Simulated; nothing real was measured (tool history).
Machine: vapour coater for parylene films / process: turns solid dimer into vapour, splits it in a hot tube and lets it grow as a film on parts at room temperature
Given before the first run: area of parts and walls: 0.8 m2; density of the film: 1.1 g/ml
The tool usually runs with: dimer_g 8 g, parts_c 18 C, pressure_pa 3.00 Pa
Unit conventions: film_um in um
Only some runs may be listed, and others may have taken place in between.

run 1 day=0.000 | dimer_g=8 parts_c=18 pressure_pa=3.00 | film_um=7.12
run 2 day=2.658 | dimer_g=13 parts_c=18 pressure_pa=3.00 | film_um=11.31
run 3 day=4.992 | dimer_g=13 parts_c=18 pressure_pa=3.00 | film_um=11.42
run 4 day=7.108 | dimer_g=13 parts_c=18 pressure_pa=3.00 | film_um=11.34
run 5 day=8.554 | dimer_g=13 parts_c=18 pressure_pa=3.00 | film_um=11.27
run 6 day=11.138 | dimer_g=13 parts_c=18 pressure_pa=3.00 | film_um=11.17
run 7 day=14.412 | dimer_g=8 parts_c=18 pressure_pa=6.95 | film_um=5.87
run 8 day=17.312 | dimer_g=8 parts_c=18 pressure_pa=6.95 | film_um=5.75
-- day=18.254 trap's valve overhauled
run 9 day=19.271 | dimer_g=8 parts_c=18 pressure_pa=6.95 | film_um=6.21
run 10 day=21.371 | dimer_g=8 parts_c=18 pressure_pa=3.00 | film_um=7.29
run 11 day=23.875 | dimer_g=8 parts_c=18 pressure_pa=3.00 | film_um=7.21
run 12 day=25.412 | dimer_g=8 parts_c=18 pressure_pa=3.00 | film_um=7.24
run 13 day=27.517 | dimer_g=8 parts_c=18 pressure_pa=3.00 | film_um=7.18
run 14 day=30.479 | dimer_g=8 parts_c=18 pressure_pa=2.09 | film_um=7.73
run 15 day=32.438 | dimer_g=8 parts_c=18 pressure_pa=2.09 | film_um=7.74
run 16 day=35.621 | dimer_g=8 parts_c=16 pressure_pa=3.00 | film_um=7.54
-- day=37.008 table's thermometer calibrated
run 17 day=39.071 | dimer_g=8 parts_c=16 pressure_pa=3.00 | film_um=7.63
run 18 day=41.996 | dimer_g=9 parts_c=18 pressure_pa=3.00 | film_um=8.19
run 19 day=44.858 | dimer_g=5 parts_c=19 pressure_pa=3.75 | film_um=4.17
run 20 day=48.233 | dimer_g=5 parts_c=28 pressure_pa=2.80 | film_um=3.44
run 21 day=50.525 | dimer_g=6 parts_c=28 pressure_pa=4.83 | film_um=3.69
run 22 day=53.458 | dimer_g=4 parts_c=13 pressure_pa=2.26 | film_um=4.18
run 23 day=54.938 | dimer_g=4 parts_c=13 pressure_pa=2.26 | film_um=4.17
run 24 day=56.971 | dimer_g=11 parts_c=18 pressure_pa=3.00 | film_um=9.58
run 25 day=60.496 | dimer_g=14 parts_c=18 pressure_pa=3.00 | film_um=12.23
run 26 day=63.683 | dimer_g=14 parts_c=23 pressure_pa=4.88 | film_um=9.60
-- day=64.679 trap's valve overhauled
run 27 day=66.521 | dimer_g=3 parts_c=19 pressure_pa=11.70 | film_um=2.05
run 28 day=68.754 | dimer_g=3 parts_c=19 pressure_pa=11.70 | film_um=2.06
run 29 day=70.746 | dimer_g=8 parts_c=12 pressure_pa=5.86 | film_um=7.66
run 30 day=72.658 | dimer_g=8 parts_c=12 pressure_pa=5.86 | film_um=7.55
run 31 day=75.283 | dimer_g=8 parts_c=10 pressure_pa=5.86 | film_um=8.12
run 32 day=77.646 | dimer_g=8 parts_c=12 pressure_pa=5.86 | film_um=7.58
run 33 day=79.208 | dimer_g=6 parts_c=21 pressure_pa=3.52 | film_um=4.89
run 34 day=82.225 | dimer_g=7 parts_c=17 pressure_pa=8.30 | film_um=5.26
run 35 day=85.646 | dimer_g=4 parts_c=24 pressure_pa=2.24 | film_um=3.22

Branching from run 35: 3 alternative next runs. What would each branch give?
run A day=87.075 | dimer_g=6 parts_c=24 pressure_pa=3.40 | film_um=?
run B day=87.075 | dimer_g=10 parts_c=26 pressure_pa=4.81 | film_um=?
run C day=87.075 | dimer_g=4 parts_c=20 pressure_pa=10.71 | film_um=?

run=A film_um=4.49
run=B film_um=6.55
run=C film_um=2.63
With no hidden state in the tool, these same runs would have given:
run=A film_um=4.67
run=B film_um=6.81
run=C film_um=2.73

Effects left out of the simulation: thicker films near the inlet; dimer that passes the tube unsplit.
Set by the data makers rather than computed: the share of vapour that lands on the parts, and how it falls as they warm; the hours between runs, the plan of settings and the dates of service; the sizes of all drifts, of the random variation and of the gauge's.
